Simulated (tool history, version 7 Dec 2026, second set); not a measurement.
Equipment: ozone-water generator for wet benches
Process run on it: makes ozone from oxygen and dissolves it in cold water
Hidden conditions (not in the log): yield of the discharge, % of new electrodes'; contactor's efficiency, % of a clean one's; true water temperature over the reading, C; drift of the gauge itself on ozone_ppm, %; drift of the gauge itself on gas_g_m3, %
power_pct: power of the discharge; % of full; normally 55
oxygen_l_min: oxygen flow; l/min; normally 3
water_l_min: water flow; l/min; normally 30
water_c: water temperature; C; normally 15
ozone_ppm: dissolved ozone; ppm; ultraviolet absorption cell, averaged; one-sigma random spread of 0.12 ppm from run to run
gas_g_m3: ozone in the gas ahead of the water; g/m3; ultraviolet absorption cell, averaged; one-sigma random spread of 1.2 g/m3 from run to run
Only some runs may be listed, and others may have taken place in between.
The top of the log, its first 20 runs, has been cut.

| run | hour | power_pct | oxygen_l_min | water_l_min | water_c | hours of work since the electrodes were changed | hours of work since the contactor was cleaned | hours of work since the thermometer was calibrated | ozone_ppm | gas_g_m3 |
|---|---|---|---|---|---|---|---|---|---|---|
|  | 1681.3 | water thermometer calibrated, once more |
| 21 | 1702.6 | 43 | 3.63 | 23 | 23 | 5179 | 8315 | 20 | 10.2 | 153.5 |
| 22 | 1801.6 | 55 | 3 | 48 | 7 | 5272 | 8408 | 113 | 5.3 | 189.4 |
| 23 | 1885.8 | 55 | 2.58 | 19 | 10 | 5351 | 8487 | 192 | 14.7 | 201.6 |
| 24 | 1956.3 | 55 | 3 | 33 | 15 | 5417 | 8553 | 258 | 7.9 | 187 |
| 25 | 2068.6 | 55 | 3 | 33 | 15 | 5522 | 8658 | 363 | 7.6 | 189.1 |
| 26 | 2148.6 | 55 | 3 | 33 | 15 | 5597 | 8733 | 438 | 8 | 185.5 |
| 27 | 2234.4 | 95 | 3.36 | 39 | 14 | 5677 | 8813 | 518 | 8.4 | 227.5 |
| 28 | 2344.2 | 55 | 3 | 28 | 18 | 5780 | 8916 | 621 | 9.1 | 188 |
|  | 2435.7 | contactor cleaned |
| 29 | 2448.1 | 58 | 3 | 30 | 15 | 5874 | 12 | 715 | 10.2 | 191 |
| 30 | 2532.3 | 55 | 1.89 | 30 | 10 | 5953 | 91 | 793 | 8.9 | 236.6 |
| 31 | 2608.3 | 55 | 1.89 | 30 | 10 | 6024 | 162 | 865 | 8.7 | 236.7 |
| 32 | 2656.9 | 55 | 1.89 | 30 | 10 | 6069 | 207 | 910 | 8.9 | 236.9 |

Consider 3 possible next runs. They are alternatives, not a sequence: every one starts from the tool as it was left by run 32. What does each give?
| A | 2754.2 | 55 | 3.71 | 39 | 8 | 6161 | 298 | 1001 | ? | ? |
| B | 2754.2 | 55 | 2.17 | 22 | 10 | 6161 | 298 | 1001 | ? | ? |
| C | 2754.2 | 53 | 1.89 | 43 | 10 | 6161 | 298 | 1001 | ? | ? |

| run | ozone_ppm | gas_g_m3 |
|---|---|---|
| A | 8.2 | 164.5 |
| B | 13.1 | 219.8 |
| C | 5.6 | 233.2 |
With no hidden state in the tool, these same runs would have given:
| run | ozone_ppm | gas_g_m3 |
|---|---|---|
| A | 9.5 | 189.1 |
| B | 15.1 | 252.7 |
| C | 6.5 | 267.5 |
